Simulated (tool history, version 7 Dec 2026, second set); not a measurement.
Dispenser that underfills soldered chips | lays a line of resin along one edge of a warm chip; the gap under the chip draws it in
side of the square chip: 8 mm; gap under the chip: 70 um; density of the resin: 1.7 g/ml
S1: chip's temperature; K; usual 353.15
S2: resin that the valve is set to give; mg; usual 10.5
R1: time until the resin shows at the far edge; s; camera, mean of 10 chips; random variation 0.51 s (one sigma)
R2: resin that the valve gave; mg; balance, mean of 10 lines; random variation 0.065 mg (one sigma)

run   hour      S1    S2     R1     R2
  1      0  353.15  10.5   49.7  10.44
  2    8.7  353.15  12.2     87  12.08
       9.4  -- new syringe of resin
  3     16  353.15  10.5   68.6  10.23
      21.1  -- new syringe of resin
  4   23.7  362.15  10.5   37.3  10.31
  5     32  353.15  12.9   88.4  12.57
      32.9  -- new syringe of resin
  6   40.2  353.15  12.9   70.6  12.46
      44.3  -- new syringe of resin
  7   45.2  353.15  12.9     45  12.59
  8   50.7  353.15  12.9   66.9  12.59
      55.7  -- new syringe of resin
  9   59.6  356.15  12.9   49.4  12.26
      67.3  -- new syringe of resin
 10   68.1  356.15  12.9   41.9  12.38
 11   74.4  356.15  12.9   63.3  12.19
      78.6  -- new syringe of resin
 12   79.6  356.15  12.9   40.4  12.32
 13   83.3  353.15  10.5   62.4   9.96
 14   89.4  353.15  10.5     94    9.8
      90.1  -- new syringe of resin
 15   94.2  353.15  10.5   60.6   9.79
 16   99.3  348.15  10.5  102.8   9.85
     101.6  -- new syringe of resin
 17  105.1  348.15  11.6   68.2  10.94
 18  112.2  348.15  11.6    110  10.86
     113.1  -- new syringe of resin
 19  116.8  356.15   9.6   53.9   8.89
 20  121.8  367.15  10.3   47.8   9.62
     124.4  -- new syringe of resin
 21  126.1  367.15  10.3   29.5   9.47
 22  130.9  362.15  13.3   46.9  12.26
 23  134.5  343.15   9.4  144.4   8.68
     135.7  -- new syringe of resin
 24  140.4  343.15   9.4  100.3   8.63
     147.2  -- new syringe of resin
     150.4  -- dispensing valve cleaned and set on the balance
 25  150.4  341.15  12.5   86.1  12.48
 26  155.8  341.15  12.5  125.3  12.46
     159.5  -- new syringe of resin
 27  163.7  361.15    11   43.4  10.92
 28  168.5  361.15    11   61.5     11
     171.1  -- new syringe of resin
 29  177.4  354.15  12.4   65.3  12.22
     182.6  -- new syringe of resin
 30  183.2  361.15   9.6     37   9.45
 31  189.8  361.15   9.6   56.3    9.5
     193.8  -- new syringe of resin
 32  198.1  338.15  12.9    113  12.65
 33  204.8  344.15  11.8  139.9  11.49
     205.7  -- new syringe of resin
 34  213.2  364.15  10.4     49  10.08
     217.5  -- new syringe of resin
 35  219.1  353.15  10.9   52.3  10.53

5 ways to go on from here, each from the tool as it stands after run 35. What would each give?
  A  226.8  345.15  12.1   ?   ?
  B  226.8  351.15  13.7   ?   ?
  C  226.8  364.15  13.5   ?   ?
  D  226.8  360.15   9.1   ?   ?
  E  226.8  353.15  12.6   ?   ?

run     R1     R2
  A  118.2  11.47
  B   91.2  13.31
  C   54.6  12.94
  D   69.9   8.79
  E   84.3  12.06
Without the tool's hidden state the same runs would have given:
run    R1     R2
  A    56  11.95
  B  43.3  13.86
  C  26.5  13.47
  D  33.1   9.15
  E  40.3  12.55
